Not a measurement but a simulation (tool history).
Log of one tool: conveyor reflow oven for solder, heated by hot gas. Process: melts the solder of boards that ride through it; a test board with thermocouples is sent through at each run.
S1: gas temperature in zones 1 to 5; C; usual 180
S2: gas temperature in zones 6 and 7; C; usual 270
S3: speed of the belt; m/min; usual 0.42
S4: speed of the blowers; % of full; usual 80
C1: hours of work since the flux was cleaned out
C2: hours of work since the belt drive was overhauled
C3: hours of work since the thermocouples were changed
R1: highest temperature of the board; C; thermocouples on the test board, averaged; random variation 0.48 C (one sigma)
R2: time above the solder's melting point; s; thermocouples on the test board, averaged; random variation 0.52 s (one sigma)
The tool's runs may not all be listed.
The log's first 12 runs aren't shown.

Run 13, day 4.671: usual settings but S1 183 C; C1 60; C2 240; C3 521. Result: R1 258.5 C, R2 85.8 s.
Run 14, day 5.146: usual settings but S1 183 C; C1 66; C2 246; C3 526. Result: R1 259.3 C, R2 86.7 s.
Run 15, day 5.538: usual settings but S4 62 % of full; C1 70; C2 251; C3 531. Result: R1 254.5 C, R2 81.2 s.
Run 16, day 6.054: usual settings but S4 62 % of full; C1 77; C2 257; C3 537. Result: R1 254.2 C, R2 81.1 s.
Run 17, day 6.35: usual settings but S4 82 % of full; C1 80; C2 261; C3 541. Result: R1 258.2 C, R2 84.8 s.
Run 18, day 6.725: usual settings but S2 283 C, S3 0.478 m/min; C1 85; C2 265; C3 546. Result: R1 266.1 C, R2 78.1 s.
Run 19, day 7.183: usual settings but S2 283 C, S3 0.478 m/min; C1 90; C2 271; C3 551. Result: R1 266 C, R2 78.8 s.
Run 20, day 7.454: usual settings but S2 283 C, S3 0.478 m/min; C1 94; C2 274; C3 554. Result: R1 266.2 C, R2 78.3 s.
Run 21, day 7.817: usual settings but S1 179 C, S2 264 C, S3 0.493 m/min, S4 59 % of full; C1 98; C2 279; C3 559. Result: R1 243.3 C, R2 56.2 s.
Run 22, day 8.175: usual settings but S2 271 C, S3 0.477 m/min; C1 102; C2 283; C3 563. Result: R1 255.5 C, R2 72.1 s.
At day 8.392: belt drive overhauled, speed set with a stopwatch.
Run 23, day 8.846: usual settings but S2 271 C, S3 0.477 m/min; C1 108; C2 5; C3 569. Result: R1 255.1 C, R2 72 s.
Run 24, day 9.317: usual settings but S1 173 C, S2 259 C, S3 0.457 m/min; C1 114; C2 11; C3 575. Result: R1 245.2 C, R2 63.5 s.
Run 25, day 9.854: usual settings but S1 173 C, S2 259 C, S3 0.457 m/min; C1 121; C2 18; C3 581. Result: R1 245.7 C, R2 63.7 s.
Run 26, day 10.383: usual settings but S1 167 C, S2 271 C, S3 0.421 m/min; C1 127; C2 24; C3 588. Result: R1 257.1 C, R2 78.3 s.
Run 27, day 10.742: usual settings but S1 175 C, S2 271 C, S3 0.357 m/min; C1 131; C2 28; C3 592. Result: R1 262.3 C, R2 101.8 s.
Run 28, day 11.288: usual settings but S4 75 % of full; C1 138; C2 35; C3 599. Result: R1 256.1 C, R2 85 s.
At day 11.717: belt drive overhauled, speed set with a stopwatch, once more.
Run 29, day 11.921: usual settings but S1 183 C, S2 275 C, S4 61 % of full; C1 144; C2 2; C3 605. Result: R1 258.4 C, R2 84.4 s.
Run 30, day 12.308: usual settings but S1 186 C, S4 54 % of full; C1 148; C2 7; C3 609. Result: R1 252.9 C, R2 81.4 s.
Run 31, day 12.746: usual settings but S1 186 C, S4 54 % of full; C1 154; C2 12; C3 615. Result: R1 253.4 C, R2 81.5 s.
Run 32, day 12.996: usual settings but S1 174 C, S2 272 C, S4 86 % of full; C1 157; C2 16; C3 618. Result: R1 258.6 C, R2 82.3 s.

3 ways to go on from here, each from the tool as it stands after run 32. What would each give?
Run A, day 13.292: usual settings but S1 181 C, S2 266 C, S4 79 % of full; C1 160; C2 19; C3 621. Result: R1 ?, R2 ?.
Run B, day 13.292: usual settings but S1 166 C, S2 279 C, S4 55 % of full; C1 160; C2 19; C3 621. Result: R1 ?, R2 ?.
Run C, day 13.292: usual settings but S1 174 C, S2 282 C, S4 86 % of full; C1 160; C2 19; C3 621. Result: R1 ?, R2 ?.

run     R1    R2
  A  253.5  80.5
  B  256.8  74.9
  C  268.3  86.9
Without the tool's hidden state the same runs would have given:
run     R1    R2
  A  256.5  83.2
  B    260  77.8
  C  271.6  88.8

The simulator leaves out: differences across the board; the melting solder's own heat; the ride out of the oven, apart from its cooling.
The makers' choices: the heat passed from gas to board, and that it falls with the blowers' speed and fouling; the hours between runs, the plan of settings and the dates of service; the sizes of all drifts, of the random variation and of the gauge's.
